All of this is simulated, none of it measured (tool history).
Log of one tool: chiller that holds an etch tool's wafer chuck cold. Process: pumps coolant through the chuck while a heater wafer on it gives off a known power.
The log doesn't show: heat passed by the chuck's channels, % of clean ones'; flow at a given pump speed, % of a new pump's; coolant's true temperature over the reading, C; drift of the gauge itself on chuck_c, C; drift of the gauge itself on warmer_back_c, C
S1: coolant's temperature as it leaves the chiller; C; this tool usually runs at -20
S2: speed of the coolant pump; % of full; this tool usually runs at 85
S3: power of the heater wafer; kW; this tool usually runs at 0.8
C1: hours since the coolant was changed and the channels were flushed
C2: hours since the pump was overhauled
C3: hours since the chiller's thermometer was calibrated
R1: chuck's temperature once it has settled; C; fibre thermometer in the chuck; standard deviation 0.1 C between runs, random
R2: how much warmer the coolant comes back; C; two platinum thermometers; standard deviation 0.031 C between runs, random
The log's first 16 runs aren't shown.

run,hour,S1,S2,S3,C1,C2,C3,R1,R2
17,421.2,-23,61,0.472,1851,2125,1239,-16.3,2.28
18,445.5,-20,95,0.983,1876,2149,1263,-9.9,3.12
19,462.5,-20,67,0.5,1893,2166,1280,-13.3,2.19
20,480.6,-20,67,0.5,1911,2184,1299,-13.2,2.25
21,507.5,-14,85,0.742,1938,2211,1325,-5.6,2.57
22,541.1,-30,98,0.8,1971,2245,1359,-22,2.43
23,565.9,-10,77,0.652,1996,2270,1384,-2.1,2.48
24,585.8,-10,77,0.652,2016,2289,1404,-2.1,2.6
25,621.5,-14,87,0.41,2052,2325,1439,-9.3,1.41
26,655.1,-10,84,1.178,2085,2359,1473,3.4,4.23
27,681.4,-10,84,1.178,2112,2385,1499,3.3,4.22
28,707.7,-29,85,0.434,2138,2411,1526,-24,1.49
29,735.9,-20,98,0.69,2166,2439,1554,-12.9,2.12
30,769.4,-20,85,0.463,2200,2473,1587,-14.8,1.64

What if the next run were any one of these 5? Each begins from the tool's condition after run 30:
A,799.7,-24,85,0.756,2230,2503,1618,?,?
B,799.7,-12,85,0.508,2230,2503,1618,?,?
C,799.7,-13,91,0.629,2230,2503,1618,?,?
D,799.7,-19,96,0.53,2230,2503,1618,?,?
E,799.7,-18,85,0.8,2230,2503,1618,?,?

run,R1,R2
A,-15.3,2.64
B,-6.2,1.78
C,-6.1,2.09
D,-13.4,1.63
E,-9,2.8
Take away the tool's hidden state, keep each run's random variation, and the runs would have read:
run,R1,R2
A,-16.1,2.57
B,-6.8,1.73
C,-6.7,2.04
D,-13.9,1.58
E,-9.7,2.73
